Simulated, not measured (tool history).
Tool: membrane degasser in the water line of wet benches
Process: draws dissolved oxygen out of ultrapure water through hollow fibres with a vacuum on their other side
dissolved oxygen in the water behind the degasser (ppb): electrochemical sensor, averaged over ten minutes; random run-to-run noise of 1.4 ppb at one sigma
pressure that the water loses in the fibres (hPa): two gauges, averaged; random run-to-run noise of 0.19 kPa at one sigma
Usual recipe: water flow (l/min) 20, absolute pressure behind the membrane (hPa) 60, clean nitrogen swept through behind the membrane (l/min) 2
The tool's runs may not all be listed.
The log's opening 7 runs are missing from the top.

run      day  water flow (l/min)  absolute pressure behind the membrane (hPa)  clean nitrogen swept through behind the membrane (l/min)  hours since the membrane was changed  hours since the vacuum gauge was calibrated  hours since the vacuum lines were made tight  dissolved oxygen in the water behind the degasser (ppb)  pressure that the water loses in the fibres (hPa)
  8   43.675                  26                                           60                                                         2                                  1804                                         4788                                          8226                                                    258.7                                              502.1
  9   54.058                  20                                           60                                                       3.1                                  2053                                         5038                                          8475                                                    118.5                                              385.9
 10   61.583                  20                                           60                                                       3.1                                  2233                                         5218                                          8655                                                    119.3                                              384.9
 11   66.975                  20                                           60                                                       3.1                                  2363                                         5347                                          8785                                                    117.4                                              386.7
 12    75.35                  20                                           60                                                       3.1                                  2564                                         5548                                          8986                                                    116.7                                              385.6
 13   85.617                  20                                           60                                                         2                                  2810                                         5795                                          9232                                                    139.3                                              388.6
 14   93.579                  20                                         46.3                                                         2                                  3001                                         5986                                          9423                                                    110.5                                              388.4
 15  104.062                  20                                         46.3                                                         2                                  3253                                         6238                                          9675                                                    109.4                                              394.6
 16  112.683                  20                                         46.3                                                         2                                  3460                                         6445                                          9882                                                    106.4                                              388.1
 17  123.192                  20                                         65.2                                                         2                                  3712                                         6697                                         10134                                                    149.3                                                392
 18  129.412                  30                                         95.1                                                      0.86                                  3861                                         6846                                         10283                                                      666                                              587.6
 19  136.425                  20                                         65.8                                                      2.05                                  4030                                         7014                                         10452                                                    151.1                                                391
 20  144.879                  29                                        134.6                                                      2.05                                  4232                                         7217                                         10654                                                    552.6                                              566.5
 21  150.008                  29                                         70.5                                                       3.7                                  4356                                         7340                                         10778                                                    310.9                                              570.6
 22  158.188                  31                                           60                                                         2                                  4552                                         7537                                         10974                                                      379                                              604.7
 23  167.212                  20                                           60                                                      2.12                                  4768                                         7753                                         11190                                                    134.7                                                390
     170.654  -- vacuum gauge calibrated
       171.3  -- gauge calibrated
 24  174.388                  20                                           60                                                      2.12                                  4940                                           90                                         11362                                                    138.1                                              384.2
 25    183.6                  20                                        122.9                                                      0.89                                  5161                                          311                                         11583                                                    502.6                                              390.2
 26  191.908                  20                                           60                                                      1.09                                  5361                                          510                                         11783                                                    187.5                                              381.8
 27  200.183                  20                                           60                                                      1.09                                  5559                                          709                                         11981                                                    183.2                                                387
     207.471  -- seals of the vacuum lines changed
 28  210.638                  26                                        124.6                                                      1.42                                  5808                                          958                                            76                                                    527.7                                              500.6
 29  218.688                  26                                         42.9                                                      2.21                                  6001                                         1151                                           269                                                    205.2                                              504.1
 30  228.475                  12                                           60                                                      3.87                                  6236                                         1386                                           504                                                     28.7                                              227.7

For run 31, what comes out?
 31  237.533                  17                                         71.8                                                      3.87                                  6454                                         1603                                           721                                                        ?                                                  ?

{"run 31": {"dissolved oxygen in the water behind the degasser (ppb)": 81.4, "pressure that the water loses in the fibres (hPa)": 329.2}}
With no hidden state in the tool, this same run would have given dissolved oxygen in the water behind the degasser (ppb) 81.3, pressure that the water loses in the fibres (hPa) 325.7.
